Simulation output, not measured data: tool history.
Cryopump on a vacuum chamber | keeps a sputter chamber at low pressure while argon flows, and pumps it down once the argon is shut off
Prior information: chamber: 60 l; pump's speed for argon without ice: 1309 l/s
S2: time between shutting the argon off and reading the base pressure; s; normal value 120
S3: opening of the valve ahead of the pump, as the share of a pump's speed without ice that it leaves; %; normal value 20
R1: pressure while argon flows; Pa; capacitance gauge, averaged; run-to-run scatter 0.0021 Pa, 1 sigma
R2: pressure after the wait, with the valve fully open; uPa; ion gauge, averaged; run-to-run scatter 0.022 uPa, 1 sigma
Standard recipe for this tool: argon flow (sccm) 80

Run 1, hour 0.0: usual settings. Result: R1 0.5283 Pa, R2 2.34 uPa.
Run 2, hour 68.9: usual settings. Result: R1 0.5318 Pa, R2 2.39 uPa.
Run 3, hour 138.8: usual settings. Result: R1 0.5363 Pa, R2 2.58 uPa.
Run 4, hour 190.2: usual settings. Result: R1 0.5187 Pa, R2 2.28 uPa.
Run 5, hour 266.1: usual settings. Result: R1 0.5217 Pa, R2 2.45 uPa.
Run 6, hour 325.0: usual settings. Result: R1 0.5238 Pa, R2 2.55 uPa.
Run 7, hour 369.5: usual settings but argon flow (sccm) 58. Result: R1 0.3810 Pa, R2 2.68 uPa.
Run 8, hour 426.7: usual settings but argon flow (sccm) 58. Result: R1 0.3854 Pa, R2 2.74 uPa.
Run 9, hour 507.6: usual settings. Result: R1 0.5362 Pa, R2 2.90 uPa.
Run 10, hour 563.0: usual settings. Result: R1 0.5387 Pa, R2 3.04 uPa.
Run 11, hour 606.4: usual settings but S2 119 s. Result: R1 0.5430 Pa, R2 3.14 uPa.
Run 12, hour 652.2: usual settings but S3 45 %. Result: R1 0.2338 Pa, R2 2.77 uPa.
Run 13, hour 694.0: usual settings but argon flow (sccm) 104, S2 72 s, S3 48 %. Result: R1 0.2884 Pa, R2 3.09 uPa.
Run 14, hour 767.5: usual settings but S2 84 s. Result: R1 0.5256 Pa, R2 3.14 uPa.
Run 15, hour 848.5: usual settings but argon flow (sccm) 152, S2 28 s, S3 30 %. Result: R1 0.6814 Pa, R2 4.49 uPa.
Run 16, hour 898.7: usual settings but argon flow (sccm) 152, S2 28 s, S3 30 %. Result: R1 0.6915 Pa, R2 4.51 uPa.
Run 17, hour 948.3: usual settings but argon flow (sccm) 94, S3 30 %. Result: R1 0.4290 Pa, R2 3.40 uPa.
Run 18, hour 997.3: usual settings but argon flow (sccm) 157, S2 148 s, S3 58 %. Result: R1 0.3946 Pa, R2 3.52 uPa.
Run 19, hour 1056.3: usual settings but argon flow (sccm) 100, S2 165 s. Result: R1 0.6518 Pa, R2 2.95 uPa.
Run 20, hour 1117.1: usual settings but argon flow (sccm) 87, S3 25 %. Result: R1 0.4577 Pa, R2 0.61 uPa.
Run 21, hour 1198.7: usual settings but argon flow (sccm) 87, S3 25 %. Result: R1 0.4594 Pa, R2 0.69 uPa.

The log once held 4 entries between its listed runs, left out of this copy. Where does each go, and what is different about the tool's unlogged condition between the listed run before it and the listed run after it?
From run 3 to run 4: pump warmed up, emptied and cooled again (hour 190.2)
  pump's speed, % of a pump's without ice: 84.3 -> 99.8; cold plate's temperature, K: 12.68 -> 12.7; leak into the chamber, uPa l/s: 2428 -> 2480
  the result without the hidden state subtracted from the measured one, R1: +0.0209 -> +0.0016 Pa; R2: +2.00 -> +1.69 uPa
From run 11 to run 12: pump warmed up, emptied and cooled again (hour 615.0)
  pump's speed, % of a pump's without ice: 82.4 -> 97.7; cold plate's temperature, K: 12.86 -> 12.87; leak into the chamber, uPa l/s: 2988 -> 3036
  the result without the hidden state subtracted from the measured one, R1: +0.0243 -> +0.0043 Pa; R2: +2.56 -> +2.21 uPa
From run 18 to run 19: pump warmed up, emptied and cooled again (hour 1038.6)
  pump's speed, % of a pump's without ice: 83.8 -> 99; cold plate's temperature, K: 13 -> 13.02; leak into the chamber, uPa l/s: 3441 -> 3510
  the result without the hidden state subtracted from the measured one, R1: +0.0443 -> +0.0041 Pa; R2: +3.01 -> +2.50 uPa
From run 19 to run 20: leaking fittings of the chamber tightened, without venting (hour 1104.1)
  pump's speed, % of a pump's without ice: 99 -> 96.4; cold plate's temperature, K: 13.02 -> 13.05; leak into the chamber, uPa l/s: 3510 -> 322
  the result without the hidden state subtracted from the measured one, R1: +0.0041 -> +0.0067 Pa; R2: +2.50 -> +0.03 uPa
